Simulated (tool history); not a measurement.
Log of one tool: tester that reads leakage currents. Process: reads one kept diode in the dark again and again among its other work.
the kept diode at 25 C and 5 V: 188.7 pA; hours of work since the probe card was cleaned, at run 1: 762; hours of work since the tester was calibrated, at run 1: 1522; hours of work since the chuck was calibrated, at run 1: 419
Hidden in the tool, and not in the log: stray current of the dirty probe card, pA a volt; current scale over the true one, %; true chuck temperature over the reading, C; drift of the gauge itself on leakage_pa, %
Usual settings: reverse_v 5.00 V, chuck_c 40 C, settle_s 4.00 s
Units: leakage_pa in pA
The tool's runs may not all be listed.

| run | hour | reverse_v | chuck_c | settle_s | hours of work since the probe card was cleaned | hours of work since the tester was calibrated | hours of work since the chuck was calibrated | leakage_pa |
|---|---|---|---|---|---|---|---|---|
| 1 | 0.0 | 5.00 | 40 | 4.00 | 762 | 1522 | 419 | 696.26 |
| 2 | 42.5 | 5.00 | 40 | 4.00 | 789 | 1549 | 446 | 697.07 |
| 3 | 86.4 | 5.00 | 40 | 0.95 | 817 | 1577 | 474 | 698.63 |
| 4 | 155.4 | 5.00 | 40 | 4.00 | 861 | 1621 | 518 | 694.92 |
| 5 | 190.1 | 5.00 | 40 | 4.00 | 883 | 1643 | 540 | 694.61 |
| 6 | 261.1 | 5.00 | 40 | 4.00 | 929 | 1689 | 586 | 690.16 |
| 7 | 301.9 | 5.00 | 40 | 4.00 | 955 | 1715 | 612 | 686.41 |
| 8 | 370.6 | 5.00 | 40 | 0.86 | 999 | 1759 | 656 | 683.35 |
| 9 | 416.8 | 5.00 | 40 | 4.00 | 1028 | 1788 | 685 | 682.15 |
| 10 | 449.2 | 5.00 | 40 | 4.00 | 1049 | 1809 | 706 | 681.86 |
| 11 | 511.8 | 5.00 | 40 | 4.00 | 1089 | 1849 | 746 | 680.91 |
| 12 | 560.0 | 5.00 | 29 | 4.00 | 1120 | 1880 | 777 | 254.11 |
| 13 | 620.6 | 9.97 | 40 | 4.00 | 1159 | 1919 | 816 | 906.09 |
| 14 | 694.5 | 5.00 | 40 | 4.00 | 1206 | 1966 | 863 | 675.96 |
| 15 | 757.1 | 5.00 | 40 | 4.00 | 1246 | 2006 | 903 | 669.46 |
| 16 | 787.3 | 5.00 | 40 | 4.00 | 1265 | 2025 | 922 | 665.93 |
| 17 | 850.1 | 5.00 | 40 | 0.79 | 1305 | 2066 | 963 | 666.42 |
| 18 | 892.3 | 5.00 | 40 | 0.85 | 1332 | 2092 | 990 | 663.97 |
| 19 | 943.9 | 5.00 | 40 | 3.07 | 1365 | 2125 | 1023 | 663.95 |
| 20 | 1011.3 | 1.62 | 21 | 8.81 | 1409 | 2169 | 1066 | 71.75 |
| 21 | 1082.9 | 1.62 | 21 | 8.81 | 1454 | 2214 | 1111 | 71.74 |
| 22 | 1139.3 | 6.04 | 40 | 4.00 | 1490 | 2251 | 1148 | 710.11 |
| 23 | 1209.4 | 6.04 | 40 | 4.00 | 1535 | 2295 | 1192 | 706.68 |
| 24 | 1261.8 | 3.85 | 44 | 4.00 | 1569 | 2329 | 1226 | 824.28 |
| 25 | 1295.8 | 3.85 | 44 | 6.62 | 1591 | 2351 | 1248 | 823.05 |
| 26 | 1328.0 | 3.85 | 44 | 6.62 | 1611 | 2371 | 1268 | 816.11 |

The next listed run, before its measurement:
| 27 | 1371.4 | 1.00 | 33 | 4.00 | 1639 | 2399 | 1296 | ? |

{"run 27": {"leakage_pa": 177.22}}
Without the tool's hidden state the same run would have given leakage_pa 201.31 pA.
